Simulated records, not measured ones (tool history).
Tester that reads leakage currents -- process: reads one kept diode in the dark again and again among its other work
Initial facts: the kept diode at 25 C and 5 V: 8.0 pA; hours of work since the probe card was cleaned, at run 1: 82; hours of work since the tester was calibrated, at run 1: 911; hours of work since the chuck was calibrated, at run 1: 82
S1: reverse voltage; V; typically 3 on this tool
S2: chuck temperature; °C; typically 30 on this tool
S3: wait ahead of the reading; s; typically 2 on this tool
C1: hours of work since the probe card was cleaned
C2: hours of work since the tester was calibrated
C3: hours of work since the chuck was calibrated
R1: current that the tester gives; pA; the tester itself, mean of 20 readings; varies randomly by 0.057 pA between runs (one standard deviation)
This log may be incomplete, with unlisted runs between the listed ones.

| run | hour | S1 | S2 | S3 | C1 | C2 | C3 | R1 |
|---|---|---|---|---|---|---|---|---|
| 1 | 0 | 3 | 30 | 2 | 82 | 911 | 82 | 9.23 |
| 2 | 110.5 | 3 | 41 | 2 | 128 | 957 | 128 | 20.54 |
| 3 | 271.8 | 3 | 30 | 2 | 194 | 1023 | 194 | 9.51 |
| 4 | 435.9 | 1.82 | 30 | 2 | 262 | 1091 | 262 | 7.14 |
| 5 | 583.3 | 3 | 20 | 2 | 323 | 1152 | 323 | 4.93 |
| 6 | 706 | 3 | 20 | 2 | 374 | 1203 | 374 | 5.04 |
| 7 | 909.8 | 2.35 | 20 | 2 | 458 | 1287 | 458 | 4.55 |
| 8 | 1101.7 | 2.35 | 20 | 2 | 537 | 1366 | 537 | 4.59 |
| 9 | 1184 | 2.35 | 20 | 2 | 571 | 1400 | 571 | 4.73 |
| 10 | 1344.4 | 2.35 | 20 | 2.27 | 637 | 1466 | 637 | 4.85 |
|  | 1393.7 | chuck's temperature calibrated |
| 11 | 1447.1 | 3 | 25 | 2 | 679 | 1508 | 22 | 8.37 |
| 12 | 1564.8 | 3 | 25 | 2 | 728 | 1556 | 71 | 8.54 |
| 13 | 1679.6 | 3 | 20 | 2 | 775 | 1604 | 118 | 6.63 |
| 14 | 1809.6 | 3 | 30 | 1.05 | 829 | 1658 | 172 | 11.64 |
| 15 | 2005.5 | 3 | 30 | 1.05 | 909 | 1738 | 253 | 11.78 |
| 16 | 2130.2 | 3 | 30 | 1.05 | 961 | 1790 | 304 | 11.84 |
| 17 | 2277.4 | 11.76 | 22 | 2.21 | 1022 | 1851 | 365 | 22.48 |
| 18 | 2397.2 | 14.94 | 21 | 6.49 | 1071 | 1900 | 414 | 26.93 |
| 19 | 2544.8 | 1.49 | 39 | 1.63 | 1132 | 1961 | 475 | 13.18 |
| 20 | 2728 | 1.88 | 28 | 0.77 | 1208 | 2037 | 551 | 8.01 |
| 21 | 2925.6 | 1.88 | 54 | 3.21 | 1289 | 2118 | 633 | 37.21 |
|  | 2992.1 | chuck's temperature calibrated |
| 22 | 3015.4 | 3 | 30 | 1.53 | 1326 | 2155 | 10 | 13.55 |
| 23 | 3163.2 | 8.55 | 30 | 0.67 | 1387 | 2216 | 71 | 29.23 |
| 24 | 3271.4 | 5.98 | 30 | 0.41 | 1431 | 2260 | 115 | 22.88 |
| 25 | 3475 | 5.98 | 23 | 0.48 | 1515 | 2344 | 199 | 17.84 |
| 26 | 3561 | 5.98 | 23 | 0.48 | 1551 | 2380 | 235 | 18.13 |
| 27 | 3752.8 | 5.98 | 23 | 0.48 | 1630 | 2459 | 314 | 18.48 |
|  | 3849.1 | probe card cleaned and baked |
| 28 | 3924.2 | 3.61 | 54 | 1.12 | 31 | 2529 | 384 | 52.03 |
| 29 | 4060.1 | 10.12 | 30 | 2 | 87 | 2585 | 440 | 16.95 |
| 30 | 4170.9 | 3 | 38 | 3.68 | 133 | 2631 | 486 | 15.53 |
| 31 | 4331.6 | 3 | 38 | 3.68 | 199 | 2697 | 552 | 15.59 |

Branching from run 31: 5 alternative next runs. What would each branch give?
| A | 4527.5 | 5.73 | 31 | 1.06 | 280 | 2778 | 633 | ? |
| B | 4527.5 | 4.4 | 38 | 6.86 | 280 | 2778 | 633 | ? |
| C | 4527.5 | 3 | 39 | 2 | 280 | 2778 | 633 | ? |
| D | 4527.5 | 3 | 38 | 2.83 | 280 | 2778 | 633 | ? |
| E | 4527.5 | 3.12 | 44 | 0.53 | 280 | 2778 | 633 | ? |

| run | R1 |
|---|---|
| A | 14.3 |
| B | 19.18 |
| C | 16.88 |
| D | 15.6 |
| E | 24.23 |
With no hidden state in the tool, these same runs would have given:
| run | R1 |
|---|---|
| A | 14.07 |
| B | 20.05 |
| C | 17.92 |
| D | 16.51 |
| E | 26.05 |

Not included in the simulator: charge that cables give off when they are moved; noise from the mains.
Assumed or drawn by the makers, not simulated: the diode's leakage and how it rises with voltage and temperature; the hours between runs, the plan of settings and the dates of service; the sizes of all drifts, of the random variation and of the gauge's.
